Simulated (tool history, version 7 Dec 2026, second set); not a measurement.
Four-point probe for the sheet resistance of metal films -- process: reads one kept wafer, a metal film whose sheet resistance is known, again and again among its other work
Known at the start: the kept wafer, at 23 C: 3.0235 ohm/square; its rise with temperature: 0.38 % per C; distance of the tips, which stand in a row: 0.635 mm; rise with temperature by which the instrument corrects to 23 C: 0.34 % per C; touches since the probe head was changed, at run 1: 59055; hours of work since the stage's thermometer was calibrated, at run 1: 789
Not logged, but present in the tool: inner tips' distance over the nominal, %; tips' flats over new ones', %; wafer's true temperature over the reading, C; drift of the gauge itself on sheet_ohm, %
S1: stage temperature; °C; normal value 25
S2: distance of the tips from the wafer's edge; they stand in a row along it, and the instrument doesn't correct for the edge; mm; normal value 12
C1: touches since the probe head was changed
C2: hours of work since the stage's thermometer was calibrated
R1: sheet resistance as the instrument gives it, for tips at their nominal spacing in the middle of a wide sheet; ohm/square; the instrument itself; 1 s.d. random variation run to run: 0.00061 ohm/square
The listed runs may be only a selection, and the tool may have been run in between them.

run	hour	S1	S2	C1	C2	R1
1	0.0	25	12	59055	789	3.054292
2	33.4	25	12	60135	807	3.055088
3	64.8	25	12	61149	824	3.055459
4	91.5	20	12	62011	839	3.049827
5	140.8	20	12	63602	865	3.050071
6	188.1	25	12	65130	891	3.056619
# hour 194.2: new probe head fitted
7	222.5	28	12	913	909	3.045477
8	272.6	25	12	2532	936	3.041785
9	320.8	25	12	4089	962	3.043419
10	358.3	25	12	5298	983	3.044108
11	412.6	25	12	7055	1012	3.043466
12	441.9	35	12	8001	1028	3.055348
13	471.2	35	12	8947	1044	3.055773
14	510.6	35	12	10219	1065	3.057191
15	562.8	35	12	11905	1093	3.057222
16	605.6	25	5	13287	1116	3.067579
17	654.4	25	12	14863	1143	3.048062
18	705.6	25	8	16518	1170	3.054225
19	731.9	25	8	17369	1185	3.055083
20	780.2	25	8	18929	1211	3.055036
21	814.4	25	8	20032	1229	3.055571
22	855.7	28	8	21366	1251	3.058951
23	886.4	24	35	22359	1268	3.045933
24	932.0	20	58	23833	1293	3.040889
# hour 937.2: stage's thermometer calibrated
25	969.5	20	58	25028	18	3.038660
26	1019.6	22	27	26644	45	3.042043
27	1073.5	30	4	28387	74	3.091441
28	1112.0	30	4	29631	95	3.091736
# hour 1164.2: stage's thermometer calibrated, once more
29	1164.2	30	4	31298	0	3.102498
30	1192.2	24	5	32203	15	3.081038
31	1229.0	27	50	33392	35	3.059061
32	1261.5	25	10	34442	53	3.062891
33	1297.9	33	10	35619	72	3.072691
34	1330.9	25	13	36683	90	3.061321
35	1356.5	25	11	37511	104	3.063466
36	1404.8	25	11	39070	130	3.064506
37	1457.1	35	44	40761	158	3.069817
38	1492.1	35	44	41891	177	3.072205
39	1549.0	35	44	43728	208	3.071678
40	1585.8	23	4	44919	228	3.099131

3 options for the next run, each taken on its own from the tool as it stands now. Forecast them:
A	1639.7	32	7	46661	257	?
B	1639.7	22	4	46661	257	?
C	1639.7	25	6	46661	257	?

run	R1
A	3.083315
B	3.098736
C	3.080563
What these runs would have given with no unlogged condition in the tool:
run	R1
A	3.047145
B	3.062463
C	3.044465

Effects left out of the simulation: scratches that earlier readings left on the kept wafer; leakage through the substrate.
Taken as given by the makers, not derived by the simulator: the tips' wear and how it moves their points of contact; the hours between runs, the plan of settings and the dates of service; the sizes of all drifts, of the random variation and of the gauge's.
